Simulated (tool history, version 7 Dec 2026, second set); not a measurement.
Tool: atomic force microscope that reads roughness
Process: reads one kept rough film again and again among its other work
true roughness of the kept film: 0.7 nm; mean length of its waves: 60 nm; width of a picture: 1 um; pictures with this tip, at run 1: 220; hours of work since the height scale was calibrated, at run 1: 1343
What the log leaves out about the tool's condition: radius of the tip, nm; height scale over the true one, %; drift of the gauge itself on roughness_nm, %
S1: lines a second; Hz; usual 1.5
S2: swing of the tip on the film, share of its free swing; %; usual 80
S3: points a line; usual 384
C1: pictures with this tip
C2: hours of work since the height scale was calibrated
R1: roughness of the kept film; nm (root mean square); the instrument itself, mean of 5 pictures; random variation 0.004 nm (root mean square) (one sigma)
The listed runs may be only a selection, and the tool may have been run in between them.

run	hour	S1	S2	S3	C1	C2	R1
1	0	1.5	80	384	220	1343	0.577
2	29.3	1.5	80	384	251	1361	0.576
# hour 82.2: new tip fitted
3	93.5	1.5	80	384	12	1401	0.582
4	132.6	1.5	80	384	53	1425	0.574
5	170.8	1.5	80	384	93	1448	0.578
6	240.6	1.5	86	384	166	1492	0.561
7	306.2	1.5	80	384	235	1532	0.574
8	348.9	1.5	80	384	279	1558	0.573
# hour 376.8: new tip fitted
9	400.1	1.5	80	384	24	1590	0.587
10	455.4	1.5	80	384	82	1624	0.583
11	509.6	3.92	64	384	139	1657	0.582
12	541.7	0.86	57	288	172	1677	0.661
13	588.6	0.53	58	683	221	1706	0.664

What will run 14 give?
14	621.4	0.53	58	465	256	1726	?

R1: 0.668 nm (root mean square)
Take away the tool's hidden state, keep the run-to-run variation as it was, and the same run would have given R1 0.69 nm (root mean square).
